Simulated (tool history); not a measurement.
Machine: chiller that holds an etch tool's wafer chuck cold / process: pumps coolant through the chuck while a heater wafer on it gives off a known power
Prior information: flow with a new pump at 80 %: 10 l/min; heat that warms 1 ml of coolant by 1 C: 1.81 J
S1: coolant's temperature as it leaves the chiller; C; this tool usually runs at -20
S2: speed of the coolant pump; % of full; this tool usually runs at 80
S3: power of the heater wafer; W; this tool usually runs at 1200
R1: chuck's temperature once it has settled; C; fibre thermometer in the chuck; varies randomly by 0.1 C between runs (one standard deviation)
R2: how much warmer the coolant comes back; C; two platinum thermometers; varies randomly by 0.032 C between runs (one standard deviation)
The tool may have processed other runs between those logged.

Run 1, hour 0.0: usual settings. Result: R1 -3.2 C, R2 4.11 C.
Run 2, hour 33.4: usual settings. Result: R1 -2.9 C, R2 4.08 C.
Run 3, hour 63.4: usual settings. Result: R1 -3.2 C, R2 4.12 C.
Run 4, hour 88.5: usual settings. Result: R1 -3.2 C, R2 4.14 C.
Run 5, hour 117.6: usual settings. Result: R1 -3.0 C, R2 4.13 C.
Run 6, hour 149.2: usual settings. Result: R1 -3.2 C, R2 4.16 C.
Run 7, hour 181.2: usual settings but S1 -22 C. Result: R1 -5.0 C, R2 4.09 C.
Run 8, hour 214.5: usual settings but S1 -24 C. Result: R1 -7.0 C, R2 4.11 C.
Run 9, hour 231.8: usual settings but S1 -27 C. Result: R1 -9.9 C, R2 4.08 C.
Run 10, hour 253.9: usual settings but S2 78 % of full. Result: R1 -2.5 C, R2 4.29 C.
Run 11, hour 284.3: usual settings but S2 83 % of full. Result: R1 -3.3 C, R2 3.96 C.
Run 12, hour 308.4: usual settings but S2 83 % of full. Result: R1 -3.2 C, R2 4.00 C.
Run 13, hour 338.9: usual settings. Result: R1 -2.7 C, R2 4.13 C.
Run 14, hour 361.3: usual settings but S3 619 W. Result: R1 -11.2 C, R2 2.19 C.
Run 15, hour 377.6: usual settings but S1 -28 C, S2 74 % of full, S3 619 W. Result: R1 -18.7 C, R2 2.32 C.
Run 16, hour 398.1: usual settings but S1 -18 C, S2 69 % of full, S3 619 W. Result: R1 -8.5 C, R2 2.52 C.

Estimate the outcome of run 17 from the log above:
Run 17, hour 425.3: usual settings but S1 -16 C, S2 79 % of full, S3 1460 W. Result: R1 ?, R2 ?.

R1: 5.4 C
R2: 5.08 C
With no hidden state in the tool, this same run would have given R1 1.7 C, R2 4.88 C.
